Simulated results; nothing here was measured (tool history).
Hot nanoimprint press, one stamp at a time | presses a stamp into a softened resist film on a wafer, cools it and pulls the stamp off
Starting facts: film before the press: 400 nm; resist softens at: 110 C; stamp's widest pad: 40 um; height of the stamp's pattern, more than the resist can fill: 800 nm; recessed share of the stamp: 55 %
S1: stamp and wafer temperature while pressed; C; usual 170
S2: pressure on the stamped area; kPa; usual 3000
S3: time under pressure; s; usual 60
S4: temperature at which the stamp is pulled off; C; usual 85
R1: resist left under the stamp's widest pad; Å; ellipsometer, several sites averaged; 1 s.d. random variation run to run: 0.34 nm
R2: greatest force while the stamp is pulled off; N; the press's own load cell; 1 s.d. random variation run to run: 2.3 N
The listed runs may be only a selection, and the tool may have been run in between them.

run,day,S1,S2,S3,S4,R1,R2
1,0.000,170,3000,60,85,2161,113
2,0.621,170,3000,84,85,1900,112
3,1.042,170,3000,84,85,1906,116
4,1.479,170,3000,84,85,1901,111
5,1.754,170,3000,39,85,2488,116
6,2.358,170,3000,39,85,2478,114
7,2.904,170,3000,39,85,2493,118
# day 3.575: plate thermocouple calibrated
8,3.575,170,3000,60,85,2160,107
9,4.158,170,3000,63,85,2120,113
10,4.783,170,3000,60,85,2157,112
11,5.154,170,3000,104,85,1755,114
12,5.600,170,3000,104,76,1754,143
13,6.125,170,3000,104,76,1748,141
14,6.383,170,2670,60,85,2251,113
15,6.708,170,3000,60,86,2162,113
16,7.317,170,3990,60,82,1946,123
17,7.912,170,3990,60,71,1938,162
18,8.396,170,3650,60,81,2009,123
19,8.650,180,3650,60,92,1087,92
20,9.179,177,3000,51,78,1532,142
21,9.454,170,2730,32,78,2708,142
22,9.962,170,2730,32,78,2716,141
23,10.596,160,4130,68,75,3107,146
24,11.167,160,4130,68,75,3104,144
# day 11.475: stamp cleaned and given a new release coat
25,12.017,160,4130,68,75,3100,144
26,12.517,160,4130,68,75,3101,144
27,12.875,169,3000,60,85,2279,109
28,13.492,163,3000,60,85,3030,109
29,13.825,168,3000,60,85,2405,112

Below, some changes in R1 between adjacent runs. For each, the amount present without the hidden state too (settings, incoming material, random variation) and the amount remaining for the hidden state with gauge scatter not shared by both compared results:
Unlogged tool condition in this case: true temperature over the reading, C; pressure that arrives at the usual setting, %; grip of the stamp's worn release coat, % over a new coat's; drift of the gauge itself on residual_nm, %; drift of the gauge itself on pull_off_n, %.
Run 3 -> 4: nothing adjusted, nothing logged. R1 -5 Å: hidden state -1, all else -4.
Run 7 -> 8: S3 39 -> 60, plate thermocouple calibrated. R1 -333 Å: hidden state +3, all else -336.
Run 18 -> 19: S1 170 -> 180, S4 81 -> 92. R1 -922 Å: hidden state +1, all else -923.
Run 20 -> 21: S1 177 -> 170, S2 3000 -> 2730, S3 51 -> 32. R1 +1176 Å: hidden state -1, all else +1177.

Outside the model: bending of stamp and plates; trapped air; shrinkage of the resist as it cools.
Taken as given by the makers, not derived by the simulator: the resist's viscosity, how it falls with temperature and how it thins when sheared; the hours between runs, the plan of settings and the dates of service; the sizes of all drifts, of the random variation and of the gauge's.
